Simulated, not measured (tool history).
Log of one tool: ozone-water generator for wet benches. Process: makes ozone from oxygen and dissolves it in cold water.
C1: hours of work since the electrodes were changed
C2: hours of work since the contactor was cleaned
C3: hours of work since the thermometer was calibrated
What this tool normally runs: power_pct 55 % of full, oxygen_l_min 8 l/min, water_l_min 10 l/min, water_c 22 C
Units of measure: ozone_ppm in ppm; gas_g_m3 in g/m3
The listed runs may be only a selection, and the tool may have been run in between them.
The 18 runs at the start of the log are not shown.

At hour 1178.5: contactor cleaned.
Run 19, hour 1263.6: usual settings but power_pct 63 % of full, oxygen_l_min 4.84 l/min, water_l_min 14 l/min; C1 2352; C2 68; C3 1464. Result: ozone_ppm 27.5 ppm, gas_g_m3 257.2 g/m3.
Run 20, hour 1338.4: usual settings but power_pct 85 % of full, oxygen_l_min 4.84 l/min, water_l_min 13 l/min; C1 2411; C2 127; C3 1523. Result: ozone_ppm 34.1 ppm, gas_g_m3 292.6 g/m3.
Run 21, hour 1427.9: usual settings but power_pct 85 % of full, oxygen_l_min 4.84 l/min, water_l_min 13 l/min; C1 2482; C2 198; C3 1594. Result: ozone_ppm 33.6 ppm, gas_g_m3 293 g/m3.
At hour 1449.3: contactor cleaned, once more.
Run 22, hour 1490.9: usual settings but power_pct 85 % of full, oxygen_l_min 4.84 l/min, water_l_min 13 l/min; C1 2529; C2 33; C3 1641. Result: ozone_ppm 36.4 ppm, gas_g_m3 291.5 g/m3.
Run 23, hour 1589.7: usual settings but power_pct 79 % of full, oxygen_l_min 4.84 l/min, water_l_min 13 l/min; C1 2607; C2 111; C3 1719. Result: ozone_ppm 34.8 ppm, gas_g_m3 279.6 g/m3.
Run 24, hour 1647.7: usual settings but power_pct 79 % of full, oxygen_l_min 4.84 l/min, water_l_min 13 l/min; C1 2653; C2 157; C3 1765. Result: ozone_ppm 34.9 ppm, gas_g_m3 279.7 g/m3.
Run 25, hour 1698.5: usual settings but power_pct 79 % of full, oxygen_l_min 4.84 l/min, water_l_min 13 l/min; C1 2694; C2 198; C3 1806. Result: ozone_ppm 34.8 ppm, gas_g_m3 278 g/m3.
Run 26, hour 1753: usual settings but power_pct 49 % of full, oxygen_l_min 4.84 l/min, water_l_min 13 l/min; C1 2737; C2 241; C3 1849. Result: ozone_ppm 27.4 ppm, gas_g_m3 221.6 g/m3.
Run 27, hour 1825.8: usual settings but oxygen_l_min 8.32 l/min, water_c 23 C; C1 2795; C2 299; C3 1907. Result: ozone_ppm 31.1 ppm, gas_g_m3 187.2 g/m3.
Run 28, hour 1905.1: usual settings but oxygen_l_min 11.98 l/min, water_l_min 13 l/min; C1 2858; C2 362; C3 1969. Result: ozone_ppm 27 ppm, gas_g_m3 161.4 g/m3.
Run 29, hour 1977.3: usual settings but oxygen_l_min 5.71 l/min, water_l_min 12 l/min, water_c 18 C; C1 2915; C2 419; C3 2027. Result: ozone_ppm 32.7 ppm, gas_g_m3 218.1 g/m3.
Run 30, hour 2031.6: usual settings; C1 2958; C2 462; C3 2070. Result: ozone_ppm 31.7 ppm, gas_g_m3 188.5 g/m3.
Run 31, hour 2092.2: usual settings but oxygen_l_min 8.46 l/min, water_l_min 14 l/min; C1 3006; C2 510; C3 2118. Result: ozone_ppm 26.7 ppm, gas_g_m3 185.5 g/m3.
Run 32, hour 2142.7: usual settings but power_pct 96 % of full, oxygen_l_min 13.01 l/min, water_l_min 8 l/min, water_c 14 C; C1 3046; C2 550; C3 2158. Result: ozone_ppm 50.1 ppm, gas_g_m3 199.6 g/m3.

Branching from run 32: 5 alternative next runs. What would each branch give?
Run A, hour 2206.3: usual settings but power_pct 64 % of full; C1 3096; C2 600; C3 2208. Result: ozone_ppm ?, gas_g_m3 ?.
Run B, hour 2206.3: usual settings but power_pct 96 % of full, oxygen_l_min 13.01 l/min, water_l_min 7 l/min, water_c 18 C; C1 3096; C2 600; C3 2208. Result: ozone_ppm ?, gas_g_m3 ?.
Run C, hour 2206.3: usual settings but oxygen_l_min 7.46 l/min, water_l_min 14 l/min, water_c 27 C; C1 3096; C2 600; C3 2208. Result: ozone_ppm ?, gas_g_m3 ?.
Run D, hour 2206.3: usual settings but water_l_min 7 l/min, water_c 26 C; C1 3096; C2 600; C3 2208. Result: ozone_ppm ?, gas_g_m3 ?.
Run E, hour 2206.3: usual settings but power_pct 42 % of full, oxygen_l_min 4.18 l/min, water_c 26 C; C1 3096; C2 600; C3 2208. Result: ozone_ppm ?, gas_g_m3 ?.

run  ozone_ppm  gas_g_m3
  A         34     200.9
  B       46.3     200.9
  C       24.2     194.4
  D       32.1     186.2
  E       26.6       216
Without the tool's hidden state the same runs would have given:
run  ozone_ppm  gas_g_m3
  A         40     231.4
  B       56.1     238.6
  C       28.2     221.4
  D       37.3       212
  E       30.3     240.8
